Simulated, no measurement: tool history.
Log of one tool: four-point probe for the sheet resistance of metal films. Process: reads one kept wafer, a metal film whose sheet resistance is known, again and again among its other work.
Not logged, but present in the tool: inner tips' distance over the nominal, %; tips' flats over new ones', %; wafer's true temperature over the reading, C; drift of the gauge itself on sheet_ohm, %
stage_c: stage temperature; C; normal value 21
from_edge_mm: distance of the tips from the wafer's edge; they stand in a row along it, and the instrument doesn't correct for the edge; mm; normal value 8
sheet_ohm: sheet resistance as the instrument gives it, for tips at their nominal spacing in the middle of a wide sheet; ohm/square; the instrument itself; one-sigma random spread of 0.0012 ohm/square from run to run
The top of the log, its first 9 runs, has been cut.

run    hour  stage_c  from_edge_mm  touches since the probe head was changed  hours of work since the stage's thermometer was calibrated  sheet_ohm
 10   597.8       27             8                                     97670                                                         986   6.073729
 11   670.8       27             8                                    100258                                                        1040   6.072194
 12   760.3       21             8                                    103424                                                        1106   6.075566
 13   854.5       21             8                                    106762                                                        1175   6.073914
 14   919.7       21             8                                    109069                                                        1223   6.072053
 15   970.3       21             8                                    110860                                                        1260   6.070758
 16  1062.0       21             8                                    114108                                                        1328   6.070150
 17  1102.9       21             8                                    115556                                                        1358   6.069853
     1123.1  -- stage's thermometer calibrated
 18  1149.2       21             8                                    117176                                                          19   6.063335
 19  1218.5       21             8                                    119632                                                          70   6.064447
 20  1264.0       33            25                                    121242                                                         104   6.045433
 21  1303.8       24             9                                    122650                                                         133   6.057866
 22  1381.8       19             3                                    125414                                                         190   6.138260
 23  1458.9       19             3                                    128144                                                         247   6.136905

Expected results for the next run?
 24  1515.7       25            58                                    130152                                                         289          ?

Run 24 gave sheet_ohm 6.043622 ohm/square.
On a tool with no hidden condition, and with the same random variation, this run would have come out at sheet_ohm 6.064325 ohm/square.
